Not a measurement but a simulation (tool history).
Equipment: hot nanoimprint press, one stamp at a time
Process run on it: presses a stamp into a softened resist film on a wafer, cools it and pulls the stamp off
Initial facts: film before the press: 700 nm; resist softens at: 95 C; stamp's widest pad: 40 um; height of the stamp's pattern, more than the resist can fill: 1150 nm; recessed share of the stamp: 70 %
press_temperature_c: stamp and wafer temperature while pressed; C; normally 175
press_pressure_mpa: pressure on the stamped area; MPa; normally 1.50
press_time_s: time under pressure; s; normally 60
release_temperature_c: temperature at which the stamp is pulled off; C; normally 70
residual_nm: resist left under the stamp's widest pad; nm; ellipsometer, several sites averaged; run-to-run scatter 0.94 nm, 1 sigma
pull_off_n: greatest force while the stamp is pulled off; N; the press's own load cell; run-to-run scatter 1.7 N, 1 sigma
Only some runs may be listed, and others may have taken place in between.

run     day  press_temperature_c  press_pressure_mpa  press_time_s  release_temperature_c  residual_nm  pull_off_n
  1   0.000                  175                1.50            60                     70        306.0         204
  2   0.862                  175                1.50            60                     70        308.3         208
  3   2.300                  175                1.50            97                     70        253.0         206
      3.729  -- stamp cleaned and given a new release coat
  4   3.812                  175                1.50            52                     70        323.4         204
      4.567  -- plate thermocouple calibrated
  5   5.050                  175                1.50            52                     70        326.3         207
  6   6.054                  175                1.50            52                     70        324.0         203
  7   6.662                  175                1.50            60                     70        307.7         207
  8   7.846                  175                1.50            60                     70        307.1         206
  9   8.829                  175                1.50            60                     70        306.6         202
      9.412  -- stamp cleaned and given a new release coat
 10   9.854                  175                1.50            60                     70        304.6         204
 11  10.533                  175                1.87            60                     70        277.2         205
 12  11.579                  175                1.79            60                     70        280.8         205
 13  12.529                  169                1.31            33                     57        483.6         237
 14  13.188                  165                1.47            72                     63        427.6         221
 15  14.125                  165                1.47            72                     63        429.2         224
     14.962  -- stamp cleaned and given a new release coat
 16  15.533                  175                1.34           112                     56        246.3         239
 17  16.475                  181                1.50            60                     70        235.5         206

Forecast each of these 5 alternatives for the next run:
  A  17.896                  175                1.53            60                     70            ?           ?
  B  17.896                  174                2.24            50                     70            ?           ?
  C  17.896                  181                1.01            60                     65            ?           ?
  D  17.896                  173                1.50            60                     78            ?           ?
  E  17.896                  175                1.44            60                     70            ?           ?

run  residual_nm  pull_off_n
  A        299.3         206
  B        284.8         206
  C        282.1         219
  D        329.8         189
  E        307.6         208
Stripped of hidden state, with their random variation kept, the same runs would have yielded:
run  residual_nm  pull_off_n
  A        305.5         206
  B        290.6         206
  C        288.0         218
  D        336.6         189
  E        314.0         208
